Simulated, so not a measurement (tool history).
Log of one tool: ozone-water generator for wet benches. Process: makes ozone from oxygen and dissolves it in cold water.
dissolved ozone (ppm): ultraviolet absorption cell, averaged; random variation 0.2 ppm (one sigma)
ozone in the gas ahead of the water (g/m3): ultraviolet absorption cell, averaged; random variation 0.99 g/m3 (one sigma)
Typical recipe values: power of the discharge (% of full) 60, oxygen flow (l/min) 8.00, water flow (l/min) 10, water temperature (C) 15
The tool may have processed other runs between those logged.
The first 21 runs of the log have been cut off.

| run | hour | power of the discharge (% of full) | oxygen flow (l/min) | water flow (l/min) | water temperature (C) | dissolved ozone (ppm) | ozone in the gas ahead of the water (g/m3) |
|---|---|---|---|---|---|---|---|
| 22 | 3221.9 | 60 | 8.00 | 12 | 15 | 26.5 | 170.9 |
| 23 | 3392.2 | 59 | 12.75 | 11 | 16 | 26.6 | 142.7 |
| 24 | 3548.3 | 59 | 14.38 | 11 | 16 | 25.8 | 137.8 |
| 25 | 3698.3 | 59 | 14.38 | 8 | 16 | 28.6 | 138.7 |
| 26 | 3890.9 | 59 | 14.38 | 14 | 9 | 27.6 | 136.7 |
| 27 | 4020.9 | 60 | 8.00 | 13 | 23 | 21.8 | 171.8 |
| 28 | 4127.2 | 60 | 8.00 | 13 | 23 | 21.5 | 170.8 |
| 29 | 4264.4 | 60 | 8.00 | 13 | 23 | 21.6 | 171.1 |
| 30 | 4359.6 | 60 | 8.00 | 13 | 15 | 26.0 | 170.2 |
| 31 | 4499.1 | 60 | 8.00 | 13 | 15 | 25.3 | 169.8 |
| 32 | 4676.9 | 60 | 8.00 | 13 | 15 | 25.6 | 169.7 |
| 33 | 4863.0 | 81 | 8.00 | 13 | 15 | 30.6 | 203.2 |

4 options for the next run, each taken on its own from the tool as it stands now. Forecast them:
| A | 5014.3 | 60 | 8.00 | 11 | 15 | ? | ? |
| B | 5014.3 | 81 | 10.87 | 13 | 16 | ? | ? |
| C | 5014.3 | 60 | 8.00 | 15 | 13 | ? | ? |
| D | 5014.3 | 81 | 8.00 | 13 | 9 | ? | ? |

| run | dissolved ozone (ppm) | ozone in the gas ahead of the water (g/m3) |
|---|---|---|
| A | 28.1 | 169.7 |
| B | 29.7 | 183.9 |
| C | 24.5 | 169.2 |
| D | 34.5 | 204.0 |
What these runs would have given with no unlogged condition in the tool:
| run | dissolved ozone (ppm) | ozone in the gas ahead of the water (g/m3) |
|---|---|---|
| A | 28.1 | 169.8 |
| B | 29.8 | 184.0 |
| C | 24.5 | 169.3 |
| D | 34.5 | 204.1 |
